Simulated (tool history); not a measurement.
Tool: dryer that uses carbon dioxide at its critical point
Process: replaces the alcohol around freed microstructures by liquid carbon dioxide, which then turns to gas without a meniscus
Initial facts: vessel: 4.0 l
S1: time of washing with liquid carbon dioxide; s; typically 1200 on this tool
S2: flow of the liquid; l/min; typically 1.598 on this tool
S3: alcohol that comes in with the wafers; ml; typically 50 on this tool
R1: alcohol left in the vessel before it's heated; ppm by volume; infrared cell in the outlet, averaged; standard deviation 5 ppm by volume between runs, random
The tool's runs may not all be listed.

Run 1, day 0: usual settings. Result: R1 90 ppm by volume.
Run 2, day 0.883: usual settings. Result: R1 86 ppm by volume.
Run 3, day 1.329: usual settings. Result: R1 85 ppm by volume.
At day 1.892: inlet filter changed.
Run 4, day 2.262: usual settings. Result: R1 60 ppm by volume.
Run 5, day 2.679: usual settings. Result: R1 46 ppm by volume.
Run 6, day 3.158: usual settings. Result: R1 60 ppm by volume.
Run 7, day 4.133: usual settings but S2 1.67 l/min, S3 84 ml. Result: R1 50 ppm by volume.
Run 8, day 4.575: usual settings but S1 1320 s, S2 1.73 l/min, S3 100 ml. Result: R1 53 ppm by volume.
Run 9, day 5.3: usual settings but S2 1.71 l/min, S3 107 ml. Result: R1 60 ppm by volume.
Run 10, day 6.079: usual settings but S1 780 s, S2 0.99 l/min, S3 30 ml. Result: R1 579 ppm by volume.
Run 11, day 6.579: usual settings but S1 780 s, S2 0.99 l/min, S3 30 ml. Result: R1 580 ppm by volume.
Run 12, day 7.408: usual settings but S1 780 s, S2 0.99 l/min, S3 30 ml. Result: R1 598 ppm by volume.

Below are 4 alternative next runs, each starting from the tool's condition after run 12. Predict each:
Run A, day 8.025: usual settings but S2 1.07 l/min. Result: R1 ?.
Run B, day 8.025: usual settings but S2 2.21 l/min. Result: R1 ?.
Run C, day 8.025: usual settings but S1 780 s. Result: R1 ?.
Run D, day 8.025: usual settings but S2 1.47 l/min. Result: R1 ?.

run   R1
  A  201
  B   50
  C  204
  D   68
Without the tool's hidden state the same runs would have given:
run   R1
  A  125
  B    6
  C  128
  D   18
